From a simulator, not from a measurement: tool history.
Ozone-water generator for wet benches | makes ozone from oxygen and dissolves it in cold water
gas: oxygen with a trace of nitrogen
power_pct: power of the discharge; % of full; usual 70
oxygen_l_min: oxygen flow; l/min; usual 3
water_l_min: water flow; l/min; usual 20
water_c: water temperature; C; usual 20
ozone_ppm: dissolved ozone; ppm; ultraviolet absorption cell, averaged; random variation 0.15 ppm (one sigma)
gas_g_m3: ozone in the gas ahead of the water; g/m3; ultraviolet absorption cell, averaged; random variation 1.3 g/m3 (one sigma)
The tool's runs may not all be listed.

Run 1, hour 0: usual settings. Result: ozone_ppm 17.4 ppm, gas_g_m3 237.6 g/m3.
Run 2, hour 69.6: usual settings. Result: ozone_ppm 17.6 ppm, gas_g_m3 237.6 g/m3.
Run 3, hour 123.9: usual settings but water_c 27 C. Result: ozone_ppm 16.1 ppm, gas_g_m3 237.8 g/m3.
Run 4, hour 163.9: usual settings but water_c 27 C. Result: ozone_ppm 16.2 ppm, gas_g_m3 237.1 g/m3.
Run 5, hour 223.1: usual settings but water_c 27 C. Result: ozone_ppm 16.4 ppm, gas_g_m3 236.4 g/m3.
Run 6, hour 303.5: usual settings but water_c 27 C. Result: ozone_ppm 16.2 ppm, gas_g_m3 236 g/m3.
Run 7, hour 339.9: usual settings but water_c 27 C. Result: ozone_ppm 16 ppm, gas_g_m3 236.2 g/m3.
Run 8, hour 419.6: usual settings but power_pct 57 % of full, water_c 27 C. Result: ozone_ppm 14.3 ppm, gas_g_m3 210 g/m3.
Run 9, hour 494.7: usual settings but power_pct 76 % of full, water_c 27 C. Result: ozone_ppm 16.8 ppm, gas_g_m3 243.9 g/m3.
At hour 504.2: contactor cleaned.
Run 10, hour 559.3: usual settings but power_pct 76 % of full, water_c 27 C. Result: ozone_ppm 17.2 ppm, gas_g_m3 244.3 g/m3.
Run 11, hour 627.3: usual settings but power_pct 76 % of full, water_c 13 C. Result: ozone_ppm 19.9 ppm, gas_g_m3 245 g/m3.
Run 12, hour 687.7: usual settings but power_pct 61 % of full, oxygen_l_min 1.9 l/min, water_l_min 17 l/min, water_c 16 C. Result: ozone_ppm 16.9 ppm, gas_g_m3 256.2 g/m3.

Forecast run 13:
Run 13, hour 743.9: usual settings but power_pct 98 % of full, water_l_min 15 l/min, water_c 25 C. Result: ozone_ppm ?, gas_g_m3 ?.

Run 13 gave ozone_ppm 25.3 ppm, gas_g_m3 278.7 g/m3.
Without the tool's hidden state the same run would have given ozone_ppm 27 ppm, gas_g_m3 295.2 g/m3.
